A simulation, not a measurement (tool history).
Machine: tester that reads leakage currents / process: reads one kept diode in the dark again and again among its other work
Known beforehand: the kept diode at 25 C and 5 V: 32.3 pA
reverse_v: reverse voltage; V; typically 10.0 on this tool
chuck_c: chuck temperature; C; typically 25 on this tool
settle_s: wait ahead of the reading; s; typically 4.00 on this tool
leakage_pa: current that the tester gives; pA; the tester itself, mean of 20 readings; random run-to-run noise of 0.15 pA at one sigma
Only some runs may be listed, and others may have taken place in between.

| run | hour | reverse_v | chuck_c | settle_s | leakage_pa |
|---|---|---|---|---|---|
| 1 | 0.0 | 10.0 | 25 | 4.00 | 68.96 |
| 2 | 62.6 | 10.0 | 25 | 4.00 | 70.00 |
| 3 | 99.7 | 10.0 | 25 | 4.00 | 69.54 |
| 4 | 134.3 | 10.0 | 25 | 4.00 | 69.72 |
| 5 | 171.1 | 10.0 | 25 | 4.00 | 69.77 |
| 6 | 226.1 | 10.0 | 25 | 4.00 | 70.56 |
| 7 | 292.8 | 10.0 | 25 | 2.08 | 71.75 |
| 8 | 342.1 | 10.0 | 24 | 4.00 | 66.85 |
| 9 | 383.6 | 10.0 | 25 | 1.66 | 72.21 |
|  | 414.6 | probe card cleaned and baked |
| 10 | 430.1 | 10.0 | 25 | 1.66 | 47.24 |
|  | 435.9 | chuck's temperature calibrated |
| 11 | 490.0 | 11.4 | 25 | 4.00 | 48.78 |
|  | 540.7 | chuck's temperature calibrated, once more |
| 12 | 561.3 | 1.1 | 30 | 0.31 | 22.21 |
| 13 | 593.5 | 7.2 | 25 | 0.53 | 44.90 |
| 14 | 636.5 | 3.4 | 25 | 2.64 | 27.06 |
| 15 | 707.2 | 10.0 | 36 | 0.51 | 116.51 |
| 16 | 776.1 | 10.0 | 24 | 1.12 | 48.75 |
| 17 | 817.7 | 10.0 | 24 | 1.12 | 48.92 |
| 18 | 867.9 | 10.0 | 51 | 4.00 | 310.96 |
| 19 | 938.6 | 3.9 | 51 | 3.34 | 185.55 |
| 20 | 979.2 | 4.6 | 38 | 0.49 | 85.96 |
| 21 | 1033.7 | 9.7 | 50 | 0.49 | 291.24 |

Below are 3 alternative next runs, each starting from the tool's condition after run 21. Predict each:
| A | 1076.1 | 10.0 | 33 | 0.34 | ? |
| B | 1076.1 | 16.8 | 25 | 4.00 | ? |
| C | 1076.1 | 1.0 | 33 | 8.67 | ? |

| run | leakage_pa |
|---|---|
| A | 99.44 |
| B | 70.06 |
| C | 24.93 |
Take away the tool's hidden state, keep each run's random variation, and the runs would have read:
| run | leakage_pa |
|---|---|
| A | 97.04 |
| B | 64.22 |
| C | 25.06 |

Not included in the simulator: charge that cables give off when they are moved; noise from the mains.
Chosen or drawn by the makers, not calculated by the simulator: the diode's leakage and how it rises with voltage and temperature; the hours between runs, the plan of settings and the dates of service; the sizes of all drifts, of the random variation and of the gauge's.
